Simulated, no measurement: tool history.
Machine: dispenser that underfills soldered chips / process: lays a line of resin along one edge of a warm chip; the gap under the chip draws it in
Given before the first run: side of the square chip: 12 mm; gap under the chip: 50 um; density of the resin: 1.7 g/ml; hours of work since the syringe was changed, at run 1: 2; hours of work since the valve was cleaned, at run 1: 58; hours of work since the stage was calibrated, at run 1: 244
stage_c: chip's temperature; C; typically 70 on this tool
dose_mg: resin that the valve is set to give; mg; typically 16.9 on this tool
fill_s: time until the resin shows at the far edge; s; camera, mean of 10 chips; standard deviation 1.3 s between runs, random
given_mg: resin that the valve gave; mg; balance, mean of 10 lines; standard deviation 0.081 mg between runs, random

run,hour,stage_c,dose_mg,hours of work since the syringe was changed,hours of work since the valve was cleaned,hours of work since the stage was calibrated,fill_s,given_mg
1,0.0,70,16.9,2,58,244,150.5,16.85
2,7.0,70,16.9,7,64,249,197.1,16.59
# hour 13.5: new syringe of resin
3,16.1,70,16.9,2,71,256,155.4,16.55
4,20.9,67,16.9,6,74,260,207.8,16.45
5,27.6,67,16.9,11,80,265,263.7,16.57
# hour 29.7: new syringe of resin
6,33.2,67,16.9,3,84,269,179.9,16.50
7,39.9,67,16.9,8,89,274,231.4,16.30
# hour 45.5: new syringe of resin
8,47.8,67,16.9,2,95,280,172.8,16.47
9,54.3,67,16.9,7,100,285,218.0,16.46
10,58.5,67,16.9,10,103,289,256.2,16.50
# hour 61.4: new syringe of resin
11,62.6,70,15.6,1,106,292,152.8,15.19
12,71.6,70,15.6,8,113,299,212.2,15.08
13,76.2,70,15.6,12,117,302,249.2,15.10
# hour 77.0: new syringe of resin
14,83.7,70,15.6,5,123,308,184.3,14.99
15,88.8,70,15.6,9,127,312,221.2,15.09
# hour 92.7: new syringe of resin
16,96.1,64,21.1,3,132,317,192.6,20.39

Run 17, settings as shown, results not yet in. Your forecast:
17,101.7,64,21.1,7,136,322,?,?

fill_s: 237.2 s
given_mg: 20.29 mg
The same run, on a tool lacking any hidden state, would have yielded fill_s 153.3 s, given_mg 21.15 mg.

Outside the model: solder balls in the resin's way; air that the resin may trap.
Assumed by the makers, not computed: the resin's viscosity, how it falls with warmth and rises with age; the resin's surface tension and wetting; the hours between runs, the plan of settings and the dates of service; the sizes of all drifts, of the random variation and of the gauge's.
